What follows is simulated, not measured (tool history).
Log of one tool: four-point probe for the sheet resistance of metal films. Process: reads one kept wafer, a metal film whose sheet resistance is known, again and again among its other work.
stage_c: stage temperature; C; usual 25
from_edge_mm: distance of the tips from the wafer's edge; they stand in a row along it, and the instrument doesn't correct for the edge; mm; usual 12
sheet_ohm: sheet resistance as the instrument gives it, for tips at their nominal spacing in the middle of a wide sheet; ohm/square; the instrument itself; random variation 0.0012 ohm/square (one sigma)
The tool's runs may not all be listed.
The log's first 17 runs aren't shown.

run    hour  stage_c  from_edge_mm  sheet_ohm
 18  1049.8       33            64   5.922318
 19  1094.1       28            52   5.939448
 20  1162.7       26            73   5.944590
 21  1205.5       26            73   5.940733
 22  1246.9       20            23   5.965664
 23  1303.5       20             6   5.983417
 24  1361.6       31            21   5.915433
 25  1438.2       31            21   5.912522
 26  1479.8       20             4   6.002209
 27  1530.4       22            55   5.942187
     1560.4  -- new probe head fitted
 28  1608.7       25             9   6.045256
 29  1685.7       25             9   6.042238
 30  1724.1       20            12   6.056300
 31  1767.0       25             4   6.081628
 32  1815.8       31            16   6.006501
 33  1884.6       31            16   6.002312
 34  1966.4       21            18   6.041118
 35  2007.4       21            26   6.035643

Forecast each of these 4 alternatives for the next run:
  A  2086.4       20            12          ?
  B  2086.4       25            16          ?
  C  2086.4       32             9          ?
  D  2086.4       21            23          ?

run  sheet_ohm
  A   6.039710
  B   6.015914
  C   5.993594
  D   6.029764
Without the tool's hidden state the same runs would have given:
run  sheet_ohm
  A   6.055066
  B   6.031139
  C   6.008666
  D   6.045080

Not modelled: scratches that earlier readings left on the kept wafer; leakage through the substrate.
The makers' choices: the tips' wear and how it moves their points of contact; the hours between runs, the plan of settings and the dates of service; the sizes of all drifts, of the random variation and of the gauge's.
